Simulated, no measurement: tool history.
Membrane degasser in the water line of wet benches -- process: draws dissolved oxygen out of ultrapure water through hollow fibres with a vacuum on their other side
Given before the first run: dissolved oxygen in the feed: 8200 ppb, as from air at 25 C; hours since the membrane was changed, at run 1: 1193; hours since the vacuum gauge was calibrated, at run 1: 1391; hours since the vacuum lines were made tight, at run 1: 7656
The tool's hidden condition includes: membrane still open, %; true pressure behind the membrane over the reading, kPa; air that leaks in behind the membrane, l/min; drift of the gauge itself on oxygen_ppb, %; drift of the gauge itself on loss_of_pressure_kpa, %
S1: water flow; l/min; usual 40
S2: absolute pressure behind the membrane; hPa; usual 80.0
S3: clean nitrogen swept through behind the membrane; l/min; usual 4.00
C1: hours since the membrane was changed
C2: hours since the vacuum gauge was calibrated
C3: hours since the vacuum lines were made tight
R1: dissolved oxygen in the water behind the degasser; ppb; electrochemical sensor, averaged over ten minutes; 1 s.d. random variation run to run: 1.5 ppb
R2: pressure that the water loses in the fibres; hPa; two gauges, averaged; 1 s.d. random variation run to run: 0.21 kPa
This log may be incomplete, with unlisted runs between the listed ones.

run,day,S1,S2,S3,C1,C2,C3,R1,R2
1,0.000,40,80.0,4.00,1193,1391,7656,151.3,483.6
2,6.183,40,80.0,4.00,1341,1539,7804,152.3,489.9
3,9.171,42,80.0,4.00,1413,1611,7876,167.9,513.8
4,12.562,40,80.0,4.00,1494,1692,7957,148.4,483.2
5,19.325,40,80.0,4.00,1657,1854,8119,149.3,487.5
6,22.992,40,80.0,4.00,1745,1942,8207,150.9,487.4
7,29.546,40,80.0,4.00,1902,2100,8365,149.2,488.0
8,33.500,43,185.7,7.47,1997,2195,8460,258.2,526.4
9,36.875,60,76.7,4.47,2078,2276,8541,306.6,734.4
10,43.171,40,139.8,4.00,2229,2427,8692,281.2,487.1
11,50.296,61,52.0,4.00,2400,2598,8863,246.7,749.0
12,56.188,58,89.6,9.34,2541,2739,9004,239.5,709.2
13,63.283,35,184.2,5.27,2712,2909,9174,257.2,425.8

3 ways to go on from here, each from the tool as it stands after run 13. What would each give?
A,70.175,40,64.2,4.01,2877,3075,9340,?,?
B,70.175,58,94.5,4.32,2877,3075,9340,?,?
C,70.175,35,145.5,5.27,2877,3075,9340,?,?

run,R1,R2
A,112.7,491.8
B,340.0,712.6
C,196.1,431.7
The same runs, with their run-to-run variation unchanged, on a tool lacking any hidden condition would have given:
run,R1,R2
A,112.6,485.5
B,339.6,703.5
C,195.9,426.1

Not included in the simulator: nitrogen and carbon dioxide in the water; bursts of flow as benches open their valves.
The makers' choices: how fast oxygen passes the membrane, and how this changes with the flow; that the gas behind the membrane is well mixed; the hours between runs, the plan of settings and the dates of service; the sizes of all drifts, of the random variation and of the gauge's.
